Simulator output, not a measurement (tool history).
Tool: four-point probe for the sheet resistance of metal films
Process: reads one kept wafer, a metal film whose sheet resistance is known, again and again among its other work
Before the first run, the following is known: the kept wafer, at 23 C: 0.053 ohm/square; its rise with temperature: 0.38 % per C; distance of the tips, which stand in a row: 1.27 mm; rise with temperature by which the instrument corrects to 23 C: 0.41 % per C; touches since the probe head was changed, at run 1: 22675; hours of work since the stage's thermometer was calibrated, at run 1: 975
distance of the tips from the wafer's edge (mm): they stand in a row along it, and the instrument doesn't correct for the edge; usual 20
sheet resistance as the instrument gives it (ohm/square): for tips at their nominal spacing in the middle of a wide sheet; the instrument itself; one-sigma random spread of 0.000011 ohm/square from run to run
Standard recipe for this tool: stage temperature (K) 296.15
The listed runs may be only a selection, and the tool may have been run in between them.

run   hour  stage temperature (K)  distance of the tips from the wafer's edge (mm)  touches since the probe head was changed  hours of work since the stage's thermometer was calibrated  sheet resistance as the instrument gives it (ohm/square)
  1      0                 296.15                                               20                                     22675                                                         975                                                  0.052968
  2   19.9                 296.15                                               20                                     23347                                                         988                                                  0.052962
  3   31.7                 296.15                                               18                                     23744                                                         996                                                  0.053001
  4     50                 297.15                                               18                                     24362                                                        1009                                                   0.05301
  5   67.3                 296.15                                               20                                     24944                                                        1020                                                  0.052974
  6   78.2                 296.15                                               20                                     25313                                                        1028                                                  0.052987
  7   88.5                 296.15                                                7                                     25661                                                        1035                                                  0.053779
  8  105.7                 296.15                                                7                                     26242                                                        1046                                                   0.05381
  9  123.5                 308.15                                                7                                     26842                                                        1058                                                  0.053615
 10  137.3                 296.15                                                8                                     27306                                                        1068                                                  0.053602
 11  146.3                 296.15                                               12                                     27611                                                        1074                                                   0.05319
 12  164.2                 296.15                                               12                                     28215                                                        1086                                                   0.05321
 13  174.3                 301.15                                               20                                     28556                                                        1093                                                  0.052921
 14  188.5                 301.15                                               20                                     29034                                                        1102                                                  0.052906
 15  199.8                 301.15                                               20                                     29415                                                        1110                                                  0.052945
 16  212.4                 298.15                                               20                                     29838                                                        1118                                                  0.052987
 17  221.5                 298.15                                               20                                     30146                                                        1125                                                  0.052974
 18  235.4                 298.15                                                4                                     30617                                                        1134                                                  0.055558
 19  248.2                 306.15                                               20                                     31047                                                        1143                                                  0.052853
 20  260.7                 293.15                                               72                                     31470                                                        1151                                                  0.052972
 21  269.6                 301.15                                               16                                     31770                                                        1157                                                  0.052991
 22  289.8                 301.15                                               16                                     32450                                                        1171                                                   0.05299
 23  300.3                 296.15                                               11                                     32806                                                        1178                                                  0.053284
 24  310.8                 306.15                                                8                                     33160                                                        1185                                                  0.053451
 25  329.7                 302.15                                                5                                     33799                                                        1198                                                  0.054599
 26  340.4                 302.15                                                5                                     34159                                                        1205                                                  0.054577
 27  360.4                 307.15                                               71                                     34832                                                        1219                                                  0.052727
 28    375                 307.15                                               71                                     35325                                                        1229                                                  0.052739
 29  384.5                 301.15                                               17                                     35647                                                        1235                                                  0.052973
 30    395                 300.15                                                5                                     36001                                                        1242                                                  0.054625
 31  409.2                 304.15                                                5                                     36480                                                        1252                                                   0.05454
 32  426.8                 304.15                                                5                                     37071                                                        1264                                                  0.054586
 33  447.1                 301.15                                               17                                     37758                                                        1277                                                   0.05301
 34  463.9                 295.15                                               17                                     38324                                                        1289                                                  0.053117

4 options for the next run, each taken on its own from the tool as it stands now. Forecast them:
  A  482.2                 295.15                                               19                                     38942                                                        1301                                                         ?
  B  482.2                 296.15                                                9                                     38942                                                        1301                                                         ?
  C  482.2                 294.15                                               11                                     38942                                                        1301                                                         ?
  D  482.2                 307.15                                               17                                     38942                                                        1301                                                         ?

run  sheet resistance as the instrument gives it (ohm/square)
  A                                                  0.053084
  B                                                  0.053504
  C                                                  0.053338
  D                                                  0.052928
Without the tool's unlogged condition, the same runs would have read:
run  sheet resistance as the instrument gives it (ohm/square)
  A                                                  0.053148
  B                                                  0.053568
  C                                                  0.053402
  D                                                   0.05299
